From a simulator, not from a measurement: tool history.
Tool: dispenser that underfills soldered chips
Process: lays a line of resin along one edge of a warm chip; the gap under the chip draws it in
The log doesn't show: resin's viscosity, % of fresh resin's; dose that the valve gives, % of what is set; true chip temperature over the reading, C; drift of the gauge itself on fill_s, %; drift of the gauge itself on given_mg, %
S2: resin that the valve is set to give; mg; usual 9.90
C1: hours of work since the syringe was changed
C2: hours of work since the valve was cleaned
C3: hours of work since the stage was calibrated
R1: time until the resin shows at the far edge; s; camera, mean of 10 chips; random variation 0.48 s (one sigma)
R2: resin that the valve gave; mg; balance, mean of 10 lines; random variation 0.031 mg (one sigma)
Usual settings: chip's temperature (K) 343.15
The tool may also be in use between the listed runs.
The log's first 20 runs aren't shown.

run 21 hour=86.8 | chip's_temperature_(K)=352.15 S2=12.17 | C1=8 C2=3 C3=213 | R1=40.5 R2=12.09
-- hour=90.5 new syringe of resin
run 22 hour=92.7 | chip's_temperature_(K)=353.15 S2=10.53 | C1=1 C2=7 C3=217 | R1=28.3 R2=10.47
run 23 hour=97.1 | chip's_temperature_(K)=334.15 S2=10.40 | C1=4 C2=10 C3=220 | R1=73.2 R2=10.37
run 24 hour=101.4 | chip's_temperature_(K)=334.15 S2=11.38 | C1=7 C2=13 C3=223 | R1=83.2 R2=11.25
-- hour=106.4 new syringe of resin
run 25 hour=107.3 | chip's_temperature_(K)=334.15 S2=11.38 | C1=1 C2=16 C3=226 | R1=61.0 R2=11.25
run 26 hour=112.4 | chip's_temperature_(K)=334.15 S2=11.38 | C1=4 C2=20 C3=229 | R1=72.4 R2=11.26
run 27 hour=115.6 | chip's_temperature_(K)=343.15 S2=10.41 | C1=6 C2=22 C3=232 | R1=55.2 R2=10.32
run 28 hour=121.3 | chip's_temperature_(K)=334.15 S2=9.90 | C1=10 C2=25 C3=235 | R1=100.2 R2=9.77
-- hour=122.0 new syringe of resin
run 29 hour=126.7 | chip's_temperature_(K)=334.15 S2=9.90 | C1=3 C2=29 C3=238 | R1=69.9 R2=9.76
run 30 hour=132.9 | chip's_temperature_(K)=344.15 S2=10.93 | C1=7 C2=33 C3=242 | R1=55.1 R2=10.82
run 31 hour=136.6 | chip's_temperature_(K)=338.15 S2=12.22 | C1=9 C2=35 C3=245 | R1=80.4 R2=11.98
-- hour=137.9 new syringe of resin
run 32 hour=142.0 | chip's_temperature_(K)=337.15 S2=8.64 | C1=3 C2=38 C3=248 | R1=61.0 R2=8.54
run 33 hour=146.2 | chip's_temperature_(K)=333.15 S2=8.40 | C1=5 C2=41 C3=251 | R1=84.6 R2=8.28
run 34 hour=151.6 | chip's_temperature_(K)=343.15 S2=11.00 | C1=9 C2=44 C3=254 | R1=63.3 R2=10.80
-- hour=153.7 new syringe of resin
run 35 hour=157.2 | chip's_temperature_(K)=338.15 S2=9.73 | C1=2 C2=48 C3=258 | R1=56.6 R2=9.57

5 ways to go on from here, each from the tool as it stands after run 35. What would each give?
run A hour=161.3 | chip's_temperature_(K)=338.15 S2=12.37 | C1=5 C2=50 C3=260 | R1=? R2=?
run B hour=161.3 | chip's_temperature_(K)=334.15 S2=8.65 | C1=5 C2=50 C3=260 | R1=? R2=?
run C hour=161.3 | chip's_temperature_(K)=338.15 S2=9.52 | C1=5 C2=50 C3=260 | R1=? R2=?
run D hour=161.3 | chip's_temperature_(K)=339.15 S2=9.05 | C1=5 C2=50 C3=260 | R1=? R2=?
run E hour=161.3 | chip's_temperature_(K)=351.15 S2=9.44 | C1=5 C2=50 C3=260 | R1=? R2=?

run=A R1=65.8 R2=12.08
run=B R1=78.6 R2=8.48
run=C R1=67.2 R2=9.36
run=D R1=62.2 R2=8.86
run=E R1=37.9 R2=9.22
Without the tool's hidden state the same runs would have given:
run=A R1=46.4 R2=12.33
run=B R1=55.2 R2=8.65
run=C R1=47.4 R2=9.55
run=D R1=43.8 R2=9.05
run=E R1=26.9 R2=9.41

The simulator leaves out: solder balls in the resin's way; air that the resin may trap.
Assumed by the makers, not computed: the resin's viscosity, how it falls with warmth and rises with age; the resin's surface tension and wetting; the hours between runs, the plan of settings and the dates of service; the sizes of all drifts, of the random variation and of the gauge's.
